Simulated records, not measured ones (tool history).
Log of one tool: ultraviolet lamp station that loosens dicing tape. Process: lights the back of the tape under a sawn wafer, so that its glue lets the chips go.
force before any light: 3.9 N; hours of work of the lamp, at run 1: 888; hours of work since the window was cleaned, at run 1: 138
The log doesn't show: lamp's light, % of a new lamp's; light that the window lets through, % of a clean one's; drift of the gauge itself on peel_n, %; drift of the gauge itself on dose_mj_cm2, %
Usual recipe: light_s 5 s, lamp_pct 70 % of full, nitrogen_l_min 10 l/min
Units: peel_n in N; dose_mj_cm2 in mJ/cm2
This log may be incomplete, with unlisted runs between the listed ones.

| run | hour | light_s | lamp_pct | nitrogen_l_min | hours of work of the lamp | hours of work since the window was cleaned | peel_n | dose_mj_cm2 |
|---|---|---|---|---|---|---|---|---|
| 1 | 0.0 | 5 | 70 | 10 | 888 | 138 | 0.522 | 159 |
| 2 | 25.8 | 5 | 70 | 10 | 900 | 149 | 0.514 | 158 |
| 3 | 72.1 | 5 | 70 | 10 | 920 | 170 | 0.553 | 157 |
| 4 | 94.8 | 5 | 70 | 10 | 930 | 180 | 0.548 | 150 |
| 5 | 143.1 | 5 | 70 | 10 | 952 | 201 | 0.567 | 148 |
| 6 | 184.7 | 5 | 70 | 10 | 970 | 220 | 0.584 | 148 |
| 7 | 229.1 | 3 | 70 | 10 | 990 | 239 | 1.204 | 87 |
| 8 | 266.6 | 9 | 70 | 10 | 1006 | 256 | 0.235 | 259 |
| 9 | 306.6 | 9 | 70 | 10 | 1024 | 274 | 0.243 | 258 |
| 10 | 354.3 | 9 | 70 | 10 | 1045 | 295 | 0.250 | 254 |
| 11 | 389.4 | 5 | 70 | 10 | 1061 | 310 | 0.657 | 144 |
| 12 | 433.1 | 4 | 70 | 10 | 1080 | 330 | 0.906 | 111 |
| 13 | 481.4 | 4 | 70 | 7 | 1101 | 351 | 1.097 | 107 |
| 14 | 509.0 | 4 | 70 | 7 | 1114 | 363 | 1.099 | 108 |
| 15 | 552.4 | 5 | 70 | 10 | 1133 | 383 | 0.709 | 130 |
| 16 | 580.1 | 5 | 70 | 10 | 1145 | 395 | 0.674 | 133 |
| 17 | 621.8 | 9 | 70 | 10 | 1163 | 413 | 0.270 | 232 |
| 18 | 670.5 | 5 | 85 | 10 | 1185 | 435 | 0.542 | 154 |
| 19 | 700.8 | 5 | 85 | 10 | 1198 | 448 | 0.545 | 151 |
| 20 | 734.8 | 5 | 85 | 10 | 1213 | 463 | 0.575 | 152 |
|  | 754.3 | window cleaned of glue's vapour |
| 21 | 772.0 | 5 | 70 | 18 | 1230 | 8 | 0.436 | 148 |
| 22 | 819.9 | 5 | 70 | 10 | 1251 | 29 | 0.599 | 149 |
| 23 | 849.2 | 2 | 77 | 10 | 1264 | 42 | 1.661 | 64 |
| 24 | 876.8 | 5 | 60 | 10 | 1276 | 54 | 0.762 | 127 |
| 25 | 911.2 | 5 | 68 | 7 | 1291 | 69 | 0.751 | 142 |
| 26 | 965.0 | 5 | 70 | 11 | 1315 | 93 | 0.602 | 140 |
| 27 | 989.8 | 5 | 79 | 15 | 1326 | 104 | 0.435 | 158 |
| 28 | 1013.6 | 4 | 79 | 5 | 1337 | 115 | 1.025 | 125 |
| 29 | 1038.3 | 2 | 69 | 10 | 1348 | 126 | 1.836 | 50 |
| 30 | 1063.7 | 2 | 97 | 10 | 1359 | 137 | 1.371 | 79 |
| 31 | 1092.9 | 3 | 65 | 8 | 1372 | 150 | 1.458 | 75 |
| 32 | 1116.4 | 5 | 96 | 5 | 1382 | 160 | 0.598 | 182 |
| 33 | 1167.9 | 2 | 70 | 7 | 1405 | 183 | 1.965 | 51 |
| 34 | 1193.2 | 2 | 70 | 7 | 1416 | 194 | 2.062 | 51 |
| 35 | 1215.1 | 5 | 61 | 4 | 1426 | 204 | 1.289 | 112 |
| 36 | 1257.6 | 5 | 61 | 4 | 1445 | 223 | 1.360 | 110 |
| 37 | 1292.9 | 5 | 64 | 6 | 1460 | 238 | 1.037 | 115 |
| 38 | 1329.0 | 5 | 94 | 8 | 1476 | 254 | 0.555 | 171 |
| 39 | 1373.9 | 4 | 75 | 19 | 1496 | 274 | 0.747 | 110 |
| 40 | 1424.4 | 4 | 75 | 19 | 1518 | 297 | 0.769 | 101 |
| 41 | 1453.2 | 4 | 75 | 19 | 1531 | 309 | 0.730 | 105 |
| 42 | 1489.3 | 5 | 99 | 9 | 1547 | 325 | 0.503 | 169 |
| 43 | 1513.3 | 5 | 82 | 5 | 1558 | 336 | 0.900 | 138 |

Each row is a separate what-if for the run after 43, all from the same tool condition, not one after another. Results?
| A | 1558.6 | 5 | 70 | 6 | 1578 | 356 | ? | ? |
| B | 1558.6 | 4 | 99 | 5 | 1578 | 356 | ? | ? |
| C | 1558.6 | 5 | 70 | 10 | 1578 | 356 | ? | ? |
| D | 1558.6 | 4 | 79 | 5 | 1578 | 356 | ? | ? |

| run | peel_n | dose_mj_cm2 |
|---|---|---|
| A | 1.074 | 119 |
| B | 0.968 | 137 |
| C | 0.853 | 119 |
| D | 1.296 | 109 |
With the hidden condition removed and each run's random variation left untouched, the same runs would have given:
| run | peel_n | dose_mj_cm2 |
|---|---|---|
| A | 0.432 | 219 |
| B | 0.374 | 251 |
| C | 0.315 | 219 |
| D | 0.567 | 200 |
